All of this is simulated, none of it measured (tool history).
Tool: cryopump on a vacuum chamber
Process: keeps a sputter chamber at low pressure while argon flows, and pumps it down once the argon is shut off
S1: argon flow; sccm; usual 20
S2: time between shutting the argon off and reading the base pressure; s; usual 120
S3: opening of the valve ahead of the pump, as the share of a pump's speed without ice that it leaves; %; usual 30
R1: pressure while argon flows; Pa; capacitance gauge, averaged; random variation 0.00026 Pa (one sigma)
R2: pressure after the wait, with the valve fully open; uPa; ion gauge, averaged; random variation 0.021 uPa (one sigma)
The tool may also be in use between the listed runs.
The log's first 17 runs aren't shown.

run,hour,S1,S2,S3,R1,R2
18,532.5,8,120,30,0.0223,0.40
# hour 574.1: pump warmed up, emptied and cooled again
19,579.6,8,120,30,0.0220,0.37
20,614.9,24,131,26,0.0747,0.39
21,640.2,24,131,40,0.0489,0.42
22,657.3,20,247,26,0.0625,0.33
23,691.4,8,23,26,0.0248,1.35
24,714.4,14,167,30,0.0381,0.37
25,746.1,8,170,45,0.0148,0.41
26,776.7,30,170,45,0.0554,0.38
27,806.5,9,170,30,0.0245,0.41
28,828.3,9,170,30,0.0248,0.45
29,861.4,20,207,57,0.0297,0.41
30,886.4,20,207,57,0.0302,0.37
31,916.5,9,90,18,0.0412,0.55
32,935.3,22,120,32,0.0578,0.52
33,956.3,9,40,49,0.0155,0.95
34,987.9,20,148,46,0.0370,0.53
35,1015.3,27,204,22,0.1021,0.46

3 ways to go on from here, each from the tool as it stands after run 35. What would each give?
A,1036.6,12,204,22,?,?
B,1036.6,20,187,51,?,?
C,1036.6,27,149,31,?,?

run,R1,R2
A,0.0459,0.48
B,0.0345,0.52
C,0.0739,0.53
Without the tool's hidden state the same runs would have given:
run,R1,R2
A,0.0444,0.27
B,0.0320,0.31
C,0.0706,0.32
